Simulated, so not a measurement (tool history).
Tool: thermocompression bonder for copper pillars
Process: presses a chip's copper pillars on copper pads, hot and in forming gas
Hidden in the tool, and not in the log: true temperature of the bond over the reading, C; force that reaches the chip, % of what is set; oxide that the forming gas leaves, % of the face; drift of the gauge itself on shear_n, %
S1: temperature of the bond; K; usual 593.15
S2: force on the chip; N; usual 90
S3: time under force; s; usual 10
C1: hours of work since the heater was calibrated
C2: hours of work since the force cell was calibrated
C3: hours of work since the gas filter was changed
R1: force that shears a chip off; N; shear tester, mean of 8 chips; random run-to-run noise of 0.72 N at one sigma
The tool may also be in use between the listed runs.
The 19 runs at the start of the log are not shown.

run 20 hour=247.2 | S1=577.15 S2=64 S3=10 | C1=599 C2=344 C3=344 | R1=30.3
run 21 hour=255.4 | S1=579.15 S2=90 S3=29 | C1=604 C2=349 C3=349 | R1=59.6
run 22 hour=266.9 | S1=593.15 S2=118 S3=15 | C1=612 C2=357 C3=357 | R1=65.4
run 23 hour=281.7 | S1=593.15 S2=90 S3=10 | C1=621 C2=366 C3=366 | R1=45.4
run 24 hour=297.8 | S1=616.15 S2=123 S3=10 | C1=631 C2=376 C3=376 | R1=68.3
run 25 hour=307.0 | S1=581.15 S2=64 S3=24 | C1=637 C2=382 C3=382 | R1=43.3
run 26 hour=318.7 | S1=602.15 S2=93 S3=24 | C1=645 C2=390 C3=390 | R1=67.4
run 27 hour=331.1 | S1=602.15 S2=93 S3=5 | C1=653 C2=398 C3=398 | R1=38.7
run 28 hour=340.6 | S1=602.15 S2=93 S3=5 | C1=659 C2=404 C3=404 | R1=38.6
run 29 hour=358.1 | S1=579.15 S2=93 S3=5 | C1=670 C2=415 C3=415 | R1=31.6
run 30 hour=366.9 | S1=579.15 S2=93 S3=6 | C1=675 C2=420 C3=420 | R1=33.8
run 31 hour=380.2 | S1=584.15 S2=76 S3=10 | C1=684 C2=429 C3=429 | R1=36.4
run 32 hour=392.3 | S1=603.15 S2=67 S3=10 | C1=692 C2=437 C3=437 | R1=39.1
-- hour=402.5 forming gas filter changed
run 33 hour=409.6 | S1=584.15 S2=77 S3=21 | C1=702 C2=447 C3=5 | R1=53.3
run 34 hour=427.1 | S1=582.15 S2=59 S3=18 | C1=713 C2=458 C3=16 | R1=38.9

Forecast each of these 3 alternatives for the next run:
run A hour=444.1 | S1=593.15 S2=68 S3=10 | C1=724 C2=469 C3=27 | R1=?
run B hour=444.1 | S1=590.15 S2=129 S3=10 | C1=724 C2=469 C3=27 | R1=?
run C hour=444.1 | S1=605.15 S2=59 S3=18 | C1=724 C2=469 C3=27 | R1=?

run=A R1=38.6
run=B R1=61.9
run=C R1=46.7
The same runs, with their run-to-run variation unchanged, on a tool lacking any hidden condition would have given:
run=A R1=41.1
run=B R1=65.3
run=C R1=49.5
